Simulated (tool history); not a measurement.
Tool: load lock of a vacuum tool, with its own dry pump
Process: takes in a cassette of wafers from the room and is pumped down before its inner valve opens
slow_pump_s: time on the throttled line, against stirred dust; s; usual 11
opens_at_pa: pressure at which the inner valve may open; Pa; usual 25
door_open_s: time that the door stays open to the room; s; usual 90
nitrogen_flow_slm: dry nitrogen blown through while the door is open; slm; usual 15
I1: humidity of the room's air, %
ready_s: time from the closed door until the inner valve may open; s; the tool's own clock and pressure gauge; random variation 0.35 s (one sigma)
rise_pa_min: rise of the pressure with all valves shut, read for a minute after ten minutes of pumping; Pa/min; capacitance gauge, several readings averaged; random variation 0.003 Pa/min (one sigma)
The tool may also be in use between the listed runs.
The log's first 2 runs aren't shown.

Run 3, hour 939: usual settings; I1 45.5. Result: ready_s 34.2 s, rise_pa_min 0.053 Pa/min.
Run 4, hour 1189.6: usual settings; I1 47.6. Result: ready_s 34.6 s, rise_pa_min 0.063 Pa/min.
Run 5, hour 1475.7: usual settings; I1 45.5. Result: ready_s 35.4 s, rise_pa_min 0.069 Pa/min.
Run 6, hour 1914.5: usual settings; I1 45.1. Result: ready_s 35.7 s, rise_pa_min 0.069 Pa/min.
Run 7, hour 2271.5: usual settings but door_open_s 97 s; I1 46.5. Result: ready_s 35.7 s, rise_pa_min 0.076 Pa/min.
Run 8, hour 2709.8: usual settings but opens_at_pa 26 Pa; I1 41.2. Result: ready_s 35.5 s, rise_pa_min 0.072 Pa/min.
Run 9, hour 3059.3: usual settings but opens_at_pa 26 Pa; I1 45.1. Result: ready_s 36 s, rise_pa_min 0.091 Pa/min.
Run 10, hour 3489.7: usual settings but opens_at_pa 26 Pa; I1 43.6. Result: ready_s 36 s, rise_pa_min 0.089 Pa/min.
Run 11, hour 3756.2: usual settings but opens_at_pa 26 Pa; I1 44.3. Result: ready_s 36.5 s, rise_pa_min 0.096 Pa/min.
At hour 3900.3: dry pump taken out, an overhauled one fitted.
Run 12, hour 4260.5: usual settings but opens_at_pa 26 Pa; I1 43.5. Result: ready_s 29.5 s, rise_pa_min 0.109 Pa/min.
Run 13, hour 4766.6: usual settings but opens_at_pa 26 Pa, door_open_s 48 s; I1 43. Result: ready_s 29.7 s, rise_pa_min 0.11 Pa/min.
Run 14, hour 5176.4: usual settings; I1 48.9. Result: ready_s 31 s, rise_pa_min 0.13 Pa/min.
Run 15, hour 5661.3: usual settings; I1 43.8. Result: ready_s 29.5 s, rise_pa_min 0.142 Pa/min.
Run 16, hour 6260.9: usual settings; I1 44. Result: ready_s 31.6 s, rise_pa_min 0.158 Pa/min.
Run 17, hour 6819.9: usual settings but opens_at_pa 34 Pa; I1 46.9. Result: ready_s 31 s, rise_pa_min 0.169 Pa/min.
Run 18, hour 7409.4: usual settings but slow_pump_s 13 s, opens_at_pa 37 Pa, door_open_s 27 s; I1 44.3. Result: ready_s 32.3 s, rise_pa_min 0.177 Pa/min.
Run 19, hour 7728: usual settings but slow_pump_s 21 s, opens_at_pa 37 Pa, door_open_s 26 s; I1 45.8. Result: ready_s 37.2 s, rise_pa_min 0.182 Pa/min.
Run 20, hour 8159: usual settings but slow_pump_s 21 s, opens_at_pa 37 Pa, door_open_s 26 s; I1 46.4. Result: ready_s 37.2 s, rise_pa_min 0.203 Pa/min.
Run 21, hour 8723.2: usual settings but slow_pump_s 21 s, opens_at_pa 37 Pa, door_open_s 26 s, nitrogen_flow_slm 14 slm; I1 43. Result: ready_s 37.9 s, rise_pa_min 0.217 Pa/min.

Forecast run 22:
Run 22, hour 9221.2: usual settings but slow_pump_s 7 s, opens_at_pa 46 Pa, door_open_s 120 s, nitrogen_flow_slm 8 slm; I1 45. Result: ready_s ?, rise_pa_min ?.

ready_s: 28.1 s
rise_pa_min: 0.255 Pa/min
Without the tool's hidden state the same run would have given ready_s 25.7 s, rise_pa_min 0.049 Pa/min.
